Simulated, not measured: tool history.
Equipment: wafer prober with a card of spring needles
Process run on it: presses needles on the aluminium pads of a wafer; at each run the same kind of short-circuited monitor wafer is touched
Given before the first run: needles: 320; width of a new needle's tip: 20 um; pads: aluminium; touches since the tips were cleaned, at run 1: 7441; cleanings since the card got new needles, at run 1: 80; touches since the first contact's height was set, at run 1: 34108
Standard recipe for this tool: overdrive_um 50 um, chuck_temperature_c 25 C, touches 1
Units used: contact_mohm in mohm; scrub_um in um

run	hour	overdrive_um	chuck_temperature_c	touches	touches since the tips were cleaned	cleanings since the card got new needles	touches since the first contact's height was set	contact_mohm	scrub_um
1	0	50	25	1	7441	80	34108	898	10.584
# hour 6.8: tips cleaned on abrasive film
# hour 35.5: tips cleaned on abrasive film
# hour 64.6: tips cleaned on abrasive film
2	64.6	50	25	1	0	83	53720	255	10.523
# hour 95.2: tips cleaned on abrasive film
3	102.4	30	25	1	2203	84	65246	1442	6.246
# hour 107.4: height of the first contact set anew
# hour 125.9: tips cleaned on abrasive film
# hour 157.5: tips cleaned on abrasive film
4	165.4	50	42	1	2409	86	17624	627	10.579
# hour 186.2: tips cleaned on abrasive film
# hour 217.6: tips cleaned on abrasive film
5	237.5	50	42	1	6086	88	39591	937	10.554
# hour 248: tips cleaned on abrasive film
# hour 263.1: tips cleaned on abrasive film, once more
# hour 291.1: tips cleaned on abrasive film
# hour 319.2: tips cleaned on abrasive film
6	322.8	50	42	1	1103	92	65501	490	10.502
# hour 329.9: height of the first contact set anew
# hour 348.3: tips cleaned on abrasive film
# hour 375.9: tips cleaned on abrasive film
7	375.9	50	25	1	0	94	13986	252	10.586
# hour 406.8: tips cleaned on abrasive film
8	417.6	45	25	1	3283	95	26680	875	9.512
# hour 434.9: tips cleaned on abrasive film
# hour 463.2: tips cleaned on abrasive film
9	463.2	45	25	1	0	97	40537	306	9.479
# hour 491.4: tips cleaned on abrasive film
10	501.8	45	25	1	3161	98	52300	881	9.465
# hour 520.1: tips cleaned on abrasive film
# hour 549: tips cleaned on abrasive film
# hour 549.3: height of the first contact set anew
11	560.4	45	25	1	3369	100	3369	842	9.565
# hour 577.1: tips cleaned on abrasive film
# hour 609.5: tips cleaned on abrasive film
12	626.7	50	25	1	5254	102	23555	885	10.587
# hour 636.9: tips cleaned on abrasive film
# hour 669.3: tips cleaned on abrasive film
13	679	50	25	1	2986	104	39475	716	10.557
# hour 702.1: tips cleaned on abrasive film
# hour 731.6: tips cleaned on abrasive film
14	733.2	50	25	1	495	106	55953	367	10.519
# hour 759.3: tips cleaned on abrasive film
# hour 766.3: height of the first contact set anew
# hour 790: tips cleaned on abrasive film
15	813.4	54	47	2	7147	108	14326	593	11.462
# hour 817.1: tips cleaned on abrasive film
# hour 846: tips cleaned on abrasive film
# hour 875.5: tips cleaned on abrasive film
16	892.7	34	105	1	5247	111	38436	1609	7.159
# hour 903.9: tips cleaned on abrasive film
# hour 936.7: tips cleaned on abrasive film
# hour 965.5: tips cleaned on abrasive film
17	966.2	50	27	3	199	114	60780	255	10.519
# hour 989.5: height of the first contact set anew
# hour 994.2: tips cleaned on abrasive film
# hour 1026.7: tips cleaned on abrasive film
18	1036	52	117	1	2835	116	14128	597	11.014
# hour 1053.8: tips cleaned on abrasive film
# hour 1081.1: tips cleaned on abrasive film
19	1081.1	38	28	3	0	118	27834	264	8.016
# hour 1113.8: tips cleaned on abrasive film
20	1139.3	38	28	3	7797	119	45570	738	8.001
# hour 1144.7: tips cleaned on abrasive film
# hour 1177.3: tips cleaned on abrasive film
21	1186.5	59	32	1	2805	121	59912	613	12.444
# hour 1208.6: tips cleaned on abrasive film
# hour 1208.9: height of the first contact set anew
# hour 1238.5: tips cleaned on abrasive film
# hour 1269.2: tips cleaned on abrasive film
22	1269.5	50	25	1	101	124	18443	315	10.58
# hour 1299.5: tips cleaned on abrasive film
23	1318.4	36	44	1	5767	125	33336	1646	7.605
# hour 1329.5: tips cleaned on abrasive film
# hour 1360.1: tips cleaned on abrasive film
24	1363.5	36	28	1	1056	127	47050	712	7.582
# hour 1393.2: tips cleaned on abrasive film
# hour 1422.6: tips cleaned on abrasive film
25	1422.6	36	28	1	0	129	65015	357	7.558
# hour 1429.6: height of the first contact set anew
# hour 1451: tips cleaned on abrasive film
26	1469.4	36	28	1	5610	130	12106	1616	7.632
# hour 1482.2: tips cleaned on abrasive film
# hour 1509.6: tips cleaned on abrasive film
# hour 1539.1: tips cleaned on abrasive film
27	1553.1	36	28	1	4271	133	37568	1532	7.565
# hour 1570.5: tips cleaned on abrasive film
# hour 1602.1: tips cleaned on abrasive film
28	1627.4	39	39	1	7735	135	60189	1584	8.189

Predict each of these 3 candidate next runs independently; none follows another, all start after run 28:
# hour 1634.2: tips cleaned on abrasive film
# hour 1646.5: height of the first contact set anew
# hour 1666: tips cleaned on abrasive film
A	1682.1	60	70	3	4915	137	10831	?	?
# hour 1634.2: tips cleaned on abrasive film
# hour 1646.5: height of the first contact set anew
# hour 1666: tips cleaned on abrasive film
B	1682.1	56	39	1	4915	137	10831	?	?
# hour 1634.2: tips cleaned on abrasive film
# hour 1646.5: height of the first contact set anew
# hour 1666: tips cleaned on abrasive film
C	1682.1	39	66	1	4915	137	10831	?	?

run	contact_mohm	scrub_um
A	385	12.721
B	773	11.873
C	1327	8.252
Take away the tool's hidden state, keep each run's random variation, and the runs would have read:
run	contact_mohm	scrub_um
A	210	12.741
B	203	11.892
C	221	8.272
